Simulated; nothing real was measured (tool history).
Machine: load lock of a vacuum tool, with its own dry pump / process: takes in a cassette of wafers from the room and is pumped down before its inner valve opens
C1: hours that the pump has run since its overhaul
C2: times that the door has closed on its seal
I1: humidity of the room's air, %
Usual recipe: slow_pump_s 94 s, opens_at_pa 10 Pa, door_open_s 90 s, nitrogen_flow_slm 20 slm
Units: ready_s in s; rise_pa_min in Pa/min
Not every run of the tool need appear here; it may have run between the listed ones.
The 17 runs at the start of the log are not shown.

{"run": 18, "hour": 4489.7, "slow_pump_s": 94, "opens_at_pa": 10, "door_open_s": 90, "nitrogen_flow_slm": 5, "C1": 20627, "C2": 31183, "I1": 45.8, "ready_s": 196.5, "rise_pa_min": 0.06}
{"run": 19, "hour": 4699.7, "slow_pump_s": 116, "opens_at_pa": 10, "door_open_s": 90, "nitrogen_flow_slm": 24, "C1": 20837, "C2": 31625, "I1": 46.4, "ready_s": 213.9, "rise_pa_min": 0.031}
{"run": 20, "hour": 4995.1, "slow_pump_s": 116, "opens_at_pa": 10, "door_open_s": 90, "nitrogen_flow_slm": 24, "C1": 21132, "C2": 32245, "I1": 43.9, "ready_s": 215.4, "rise_pa_min": 0.028}
{"hour": 5126.0, "done": "dry pump taken out, an overhauled one fitted"}
{"run": 21, "hour": 5282.3, "slow_pump_s": 116, "opens_at_pa": 10, "door_open_s": 90, "nitrogen_flow_slm": 24, "C1": 156, "C2": 32835, "I1": 43.9, "ready_s": 214.2, "rise_pa_min": 0.028}
{"run": 22, "hour": 5468.0, "slow_pump_s": 74, "opens_at_pa": 15, "door_open_s": 133, "nitrogen_flow_slm": 25, "C1": 342, "C2": 33226, "I1": 45.3, "ready_s": 175.9, "rise_pa_min": 0.035}
{"run": 23, "hour": 5780.7, "slow_pump_s": 150, "opens_at_pa": 10, "door_open_s": 90, "nitrogen_flow_slm": 17, "C1": 655, "C2": 33882, "I1": 47.4, "ready_s": 239.2, "rise_pa_min": 0.029}
{"run": 24, "hour": 5997.6, "slow_pump_s": 49, "opens_at_pa": 10, "door_open_s": 90, "nitrogen_flow_slm": 17, "C1": 872, "C2": 34338, "I1": 45.3, "ready_s": 161.8, "rise_pa_min": 0.041}
{"run": 25, "hour": 6157.9, "slow_pump_s": 73, "opens_at_pa": 10, "door_open_s": 174, "nitrogen_flow_slm": 20, "C1": 1032, "C2": 34675, "I1": 41.6, "ready_s": 180.9, "rise_pa_min": 0.038}
{"run": 26, "hour": 6318.7, "slow_pump_s": 174, "opens_at_pa": 11, "door_open_s": 90, "nitrogen_flow_slm": 4, "C1": 1193, "C2": 35012, "I1": 45.1, "ready_s": 260.7, "rise_pa_min": 0.059}
{"run": 27, "hour": 6477.5, "slow_pump_s": 63, "opens_at_pa": 11, "door_open_s": 90, "nitrogen_flow_slm": 32, "C1": 1352, "C2": 35346, "I1": 43.5, "ready_s": 172.0, "rise_pa_min": 0.029}
{"run": 28, "hour": 6772.3, "slow_pump_s": 62, "opens_at_pa": 9, "door_open_s": 90, "nitrogen_flow_slm": 20, "C1": 1646, "C2": 35965, "I1": 44.6, "ready_s": 173.9, "rise_pa_min": 0.03}
{"run": 29, "hour": 7089.0, "slow_pump_s": 62, "opens_at_pa": 9, "door_open_s": 90, "nitrogen_flow_slm": 20, "C1": 1963, "C2": 36630, "I1": 43.4, "ready_s": 174.2, "rise_pa_min": 0.029}
{"run": 30, "hour": 7303.3, "slow_pump_s": 62, "opens_at_pa": 9, "door_open_s": 90, "nitrogen_flow_slm": 20, "C1": 2177, "C2": 37081, "I1": 44.7, "ready_s": 174.1, "rise_pa_min": 0.03}
{"run": 31, "hour": 7587.7, "slow_pump_s": 94, "opens_at_pa": 12, "door_open_s": 121, "nitrogen_flow_slm": 21, "C1": 2462, "C2": 37678, "I1": 45.0, "ready_s": 194.9, "rise_pa_min": 0.033}
{"hour": 7616.1, "done": "door's seal changed, seat wiped"}
{"run": 32, "hour": 7908.9, "slow_pump_s": 94, "opens_at_pa": 10, "door_open_s": 51, "nitrogen_flow_slm": 20, "C1": 2781, "C2": 615, "I1": 44.2, "ready_s": 197.8, "rise_pa_min": 0.023}
{"run": 33, "hour": 8120.9, "slow_pump_s": 94, "opens_at_pa": 10, "door_open_s": 111, "nitrogen_flow_slm": 20, "C1": 2993, "C2": 1061, "I1": 47.1, "ready_s": 196.6, "rise_pa_min": 0.033}
{"run": 34, "hour": 8395.0, "slow_pump_s": 94, "opens_at_pa": 10, "door_open_s": 111, "nitrogen_flow_slm": 20, "C1": 3268, "C2": 1636, "I1": 45.6, "ready_s": 198.3, "rise_pa_min": 0.039}
{"run": 35, "hour": 8749.5, "slow_pump_s": 74, "opens_at_pa": 10, "door_open_s": 82, "nitrogen_flow_slm": 36, "C1": 3622, "C2": 2381, "I1": 45.8, "ready_s": 181.6, "rise_pa_min": 0.021}
{"run": 36, "hour": 8894.4, "slow_pump_s": 74, "opens_at_pa": 10, "door_open_s": 82, "nitrogen_flow_slm": 36, "C1": 3767, "C2": 2685, "I1": 49.5, "ready_s": 181.6, "rise_pa_min": 0.027}

Consider 5 possible next runs. They are alternatives, not a sequence: every one starts from the tool as it was left by run 36. What does each give?
{"run": "A", "hour": 9105.0, "slow_pump_s": 94, "opens_at_pa": 11, "door_open_s": 90, "nitrogen_flow_slm": 20, "C1": 3978, "C2": 3127, "I1": 45.3, "ready_s": "?", "rise_pa_min": "?"}
{"run": "B", "hour": 9105.0, "slow_pump_s": 94, "opens_at_pa": 7, "door_open_s": 139, "nitrogen_flow_slm": 20, "C1": 3978, "C2": 3127, "I1": 42.0, "ready_s": "?", "rise_pa_min": "?"}
{"run": "C", "hour": 9105.0, "slow_pump_s": 94, "opens_at_pa": 10, "door_open_s": 55, "nitrogen_flow_slm": 35, "C1": 3978, "C2": 3127, "I1": 45.4, "ready_s": "?", "rise_pa_min": "?"}
{"run": "D", "hour": 9105.0, "slow_pump_s": 177, "opens_at_pa": 11, "door_open_s": 155, "nitrogen_flow_slm": 36, "C1": 3978, "C2": 3127, "I1": 46.0, "ready_s": "?", "rise_pa_min": "?"}
{"run": "E", "hour": 9105.0, "slow_pump_s": 94, "opens_at_pa": 10, "door_open_s": 118, "nitrogen_flow_slm": 20, "C1": 3978, "C2": 3127, "I1": 46.1, "ready_s": "?", "rise_pa_min": "?"}

run=A ready_s=196.2 rise_pa_min=0.021
run=B ready_s=202.0 rise_pa_min=0.032
run=C ready_s=196.8 rise_pa_min=0.021
run=D ready_s=260.7 rise_pa_min=0.032
run=E ready_s=198.2 rise_pa_min=0.036
With no hidden state in the tool, these same runs would have given:
run=A ready_s=196.2 rise_pa_min=0.021
run=B ready_s=201.9 rise_pa_min=0.032
run=C ready_s=196.8 rise_pa_min=0.021
run=D ready_s=260.7 rise_pa_min=0.032
run=E ready_s=198.2 rise_pa_min=0.036

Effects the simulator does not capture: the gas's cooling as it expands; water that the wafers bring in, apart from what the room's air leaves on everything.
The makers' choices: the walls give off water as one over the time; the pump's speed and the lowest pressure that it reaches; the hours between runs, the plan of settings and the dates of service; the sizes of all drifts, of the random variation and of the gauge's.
